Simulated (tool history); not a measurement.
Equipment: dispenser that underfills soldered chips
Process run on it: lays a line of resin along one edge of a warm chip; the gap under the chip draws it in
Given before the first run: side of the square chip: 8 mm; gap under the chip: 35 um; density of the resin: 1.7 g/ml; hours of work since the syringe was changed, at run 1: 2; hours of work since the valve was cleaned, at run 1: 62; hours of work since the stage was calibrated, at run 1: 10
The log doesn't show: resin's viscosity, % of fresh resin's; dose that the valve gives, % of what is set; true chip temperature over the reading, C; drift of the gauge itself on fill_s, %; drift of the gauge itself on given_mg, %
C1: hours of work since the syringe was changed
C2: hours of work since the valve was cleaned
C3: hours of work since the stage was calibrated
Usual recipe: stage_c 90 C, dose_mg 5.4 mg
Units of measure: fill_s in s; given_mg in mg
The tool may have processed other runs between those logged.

run 1 day=0 | stage_c=90 dose_mg=5.4 | C1=2 C2=62 C3=10 | fill_s=79.2 given_mg=5.27
run 2 day=0.138 | stage_c=90 dose_mg=5.4 | C1=5 C2=64 C3=12 | fill_s=86.5 given_mg=5.21
-- day=0.192 new syringe of resin
run 3 day=0.362 | stage_c=90 dose_mg=5.4 | C1=3 C2=67 C3=15 | fill_s=80.9 given_mg=5.21
-- day=0.525 new syringe of resin
run 4 day=0.558 | stage_c=90 dose_mg=5.4 | C1=1 C2=70 C3=18 | fill_s=74.2 given_mg=5.29
run 5 day=0.708 | stage_c=90 dose_mg=5.4 | C1=3 C2=73 C3=21 | fill_s=79 given_mg=5.18
-- day=0.862 new syringe of resin
run 6 day=0.862 | stage_c=90 dose_mg=5.4 | C1=0 C2=75 C3=23 | fill_s=72.4 given_mg=5.24
run 7 day=1.067 | stage_c=90 dose_mg=5.4 | C1=3 C2=78 C3=26 | fill_s=81.9 given_mg=5.27
run 8 day=1.175 | stage_c=90 dose_mg=5.4 | C1=5 C2=80 C3=28 | fill_s=85.8 given_mg=5.25
-- day=1.2 new syringe of resin
run 9 day=1.321 | stage_c=90 dose_mg=5.4 | C1=2 C2=82 C3=30 | fill_s=78.9 given_mg=5.18
run 10 day=1.483 | stage_c=90 dose_mg=5.4 | C1=5 C2=85 C3=33 | fill_s=85.9 given_mg=5.15
-- day=1.529 new syringe of resin
run 11 day=1.596 | stage_c=90 dose_mg=5.4 | C1=1 C2=87 C3=35 | fill_s=75.2 given_mg=5.15
run 12 day=1.767 | stage_c=90 dose_mg=5.4 | C1=4 C2=89 C3=37 | fill_s=83.1 given_mg=5.15
-- day=1.825 dispensing valve cleaned and set on the balance
-- day=1.896 new syringe of resin
run 13 day=1.996 | stage_c=90 dose_mg=5.4 | C1=2 C2=3 C3=40 | fill_s=76.6 given_mg=5.36
run 14 day=2.133 | stage_c=100 dose_mg=5.41 | C1=4 C2=5 C3=42 | fill_s=58 given_mg=5.42
-- day=2.229 new syringe of resin
run 15 day=2.254 | stage_c=99 dose_mg=5.41 | C1=0 C2=7 C3=44 | fill_s=51.9 given_mg=5.4
run 16 day=2.438 | stage_c=81 dose_mg=5.33 | C1=3 C2=9 C3=47 | fill_s=110.1 given_mg=5.35

For run 17, what comes out?
run 17 day=2.533 | stage_c=81 dose_mg=5.33 | C1=5 C2=11 C3=49 | fill_s=? given_mg=?

{"run 17": {"fill_s": 115, "given_mg": 5.29}}
With the hidden condition absent and the run-to-run variation left alone, this run would have shown fill_s 99.2 s, given_mg 5.33 mg.

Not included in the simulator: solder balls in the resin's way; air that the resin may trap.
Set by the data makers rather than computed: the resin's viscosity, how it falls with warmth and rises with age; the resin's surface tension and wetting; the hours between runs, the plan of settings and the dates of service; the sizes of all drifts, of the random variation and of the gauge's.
